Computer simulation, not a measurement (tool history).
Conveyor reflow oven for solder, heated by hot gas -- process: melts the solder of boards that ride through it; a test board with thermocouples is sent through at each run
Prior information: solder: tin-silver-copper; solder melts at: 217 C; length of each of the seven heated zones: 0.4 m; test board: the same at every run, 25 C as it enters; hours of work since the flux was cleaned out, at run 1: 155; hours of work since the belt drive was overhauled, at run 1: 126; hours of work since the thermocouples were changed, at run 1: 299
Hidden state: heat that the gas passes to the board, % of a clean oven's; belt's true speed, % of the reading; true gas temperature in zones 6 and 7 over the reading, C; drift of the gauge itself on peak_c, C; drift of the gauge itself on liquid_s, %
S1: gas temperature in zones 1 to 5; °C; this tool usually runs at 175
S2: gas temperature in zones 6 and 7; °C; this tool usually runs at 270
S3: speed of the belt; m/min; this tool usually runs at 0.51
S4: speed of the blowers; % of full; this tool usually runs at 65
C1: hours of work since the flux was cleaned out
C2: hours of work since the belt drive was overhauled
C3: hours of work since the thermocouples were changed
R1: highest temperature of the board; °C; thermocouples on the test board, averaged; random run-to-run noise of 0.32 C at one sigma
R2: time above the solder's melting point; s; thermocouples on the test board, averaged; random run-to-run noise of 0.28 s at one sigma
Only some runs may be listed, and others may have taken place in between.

run   hour   S1   S2     S3  S4   C1   C2   C3     R1    R2
  1      0  175  270   0.51  65  155  126  299  255.1  73.3
  2    6.2  161  270   0.51  65  160  131  303  252.1  65.2
  3   10.8  175  270   0.51  65  163  134  307  254.9  73.1
  4   16.2  180  270   0.51  65  167  138  311  255.5  76.3
  5   24.7  170  270   0.51  65  173  145  317  253.8  69.9
  6   33.5  175  270  0.413  65  180  151  324  259.6  97.8
  7   42.1  175  270   0.51  65  186  158  330  254.4  72.8
  8   46.7  175  270   0.51  65  190  161  333  253.7  73.5
  9   51.9  175  270  0.541  65  194  165  337  252.5  66.4
 10   57.1  175  270  0.541  65  197  169  341  252.5  66.3
 11   63.8  175  270  0.541  65  202  174  346  252.2  66.4
 12   69.2  175  270  0.541  65  206  178  350  252.1  66.1
 13   76.3  165  270  0.541  65  212  183  355  250.4  60.6
 14   84.7  165  270  0.541  65  218  189  362  249.8  60.7
 15   88.8  168  270  0.541  65  221  192  365  250.7  62.1
 16   94.2  175  270  0.495  65  225  196  369  254.9  75.7
 17  102.7  175  279  0.495  65  231  203  375  263.1  81.7
 18  107.9  190  275   0.51  65  235  207  379  260.7  84.7
 19    114  175  277   0.51  65  240  211  383  260.2  77.1
 20    118  174  260   0.51  65  243  214  386  245.5  64.1
 21  125.7  174  260   0.51  65  248  220  392  244.7  64.2
 22  129.7  161  259  0.524  73  251  223  395  242.7  54.5
 23  135.1  161  259  0.524  73  255  227  399  242.9  54.7
 24  144.4  161  259   0.61  68  262  234  406  235.5  36.9
 25  151.3  182  259   0.61  70  267  239  411  241.7  51.4
 26  159.9  175  279  0.538  65  274  245  417  259.6  72.9
 27    164  188  270   0.51  65  277  248  421  255.9  80.6
 28  169.1  173  272  0.609  50  281  252  424  242.9  47.1
 29  178.5  190  272  0.492  50  288  259  431  255.5  83.2
 30  187.9  187  270   0.51  65  295  266  438  255.5  80.1

Each row is a separate what-if for the run after 30, all from the same tool condition, not one after another. Results?
  A  193.5  162  270   0.51  65  299  270  442   ?   ?
  B  193.5  175  270  0.527  65  299  270  442   ?   ?
  C  193.5  187  277   0.49  65  299  270  442   ?   ?
  D  193.5  187  278   0.51  65  299  270  442   ?   ?

run     R1    R2
  A  251.7  64.2
  B  252.4  68.2
  C  262.3  87.9
  D  262.2  84.6
Stripped of hidden state, with their random variation kept, the same runs would have yielded:
run     R1    R2
  A  254.8  67.4
  B  255.2  70.9
  C  264.6    89
  D  264.6  85.8
